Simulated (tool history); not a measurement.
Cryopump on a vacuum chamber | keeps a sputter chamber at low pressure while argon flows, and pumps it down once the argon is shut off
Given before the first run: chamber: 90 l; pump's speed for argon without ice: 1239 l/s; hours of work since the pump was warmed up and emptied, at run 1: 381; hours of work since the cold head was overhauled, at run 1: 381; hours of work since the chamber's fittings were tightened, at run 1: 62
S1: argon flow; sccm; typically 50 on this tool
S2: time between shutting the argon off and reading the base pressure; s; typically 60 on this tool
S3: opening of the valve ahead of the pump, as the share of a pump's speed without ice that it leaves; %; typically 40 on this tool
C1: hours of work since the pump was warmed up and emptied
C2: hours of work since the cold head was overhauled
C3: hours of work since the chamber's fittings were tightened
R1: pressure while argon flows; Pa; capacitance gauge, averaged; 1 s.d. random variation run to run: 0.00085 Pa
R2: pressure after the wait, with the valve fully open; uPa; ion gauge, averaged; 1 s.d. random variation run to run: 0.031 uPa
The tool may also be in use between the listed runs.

run,day,S1,S2,S3,C1,C2,C3,R1,R2
1,0,50,60,40,381,381,62,0.1769,1.63
2,0.562,50,60,40,389,389,71,0.1782,1.64
3,1.342,50,60,40,401,401,82,0.1775,1.71
4,1.958,50,60,40,410,410,91,0.1773,1.65
5,2.754,50,60,40,422,422,103,0.1798,1.67
6,3.542,50,60,40,434,434,115,0.178,1.64
7,4.1,50,60,40,442,442,123,0.1774,1.7
8,4.525,50,60,40,448,448,130,0.1789,1.73
9,4.992,50,105,40,455,455,137,0.1806,1.09
10,5.529,50,105,40,463,463,145,0.1786,1.1
11,6.125,50,80,17,472,472,153,0.409,1.3
12,6.7,50,80,17,481,481,162,0.4085,1.4
13,7.079,50,60,30,486,486,168,0.2361,1.7
14,7.867,75,126,19,498,498,179,0.5551,1
15,8.45,75,126,19,507,507,188,0.548,1.03
16,9.2,82,126,36,518,518,199,0.3262,0.98
17,9.704,53,21,39,525,525,207,0.1967,4.27

Below are 4 alternative next runs, each starting from the tool's condition after run 17. Predict each:
A,10.158,68,34,40,532,532,214,?,?
B,10.158,23,22,18,532,532,214,?,?
C,10.158,53,21,35,532,532,214,?,?
D,10.158,37,292,40,532,532,214,?,?

run,R1,R2
A,0.2446,2.79
B,0.1804,4.11
C,0.2172,4.3
D,0.1338,0.62
Stripped of hidden state, with their random variation kept, the same runs would have yielded:
run,R1,R2
A,0.2311,2.69
B,0.1757,4.01
C,0.2066,4.2
D,0.1264,0.53
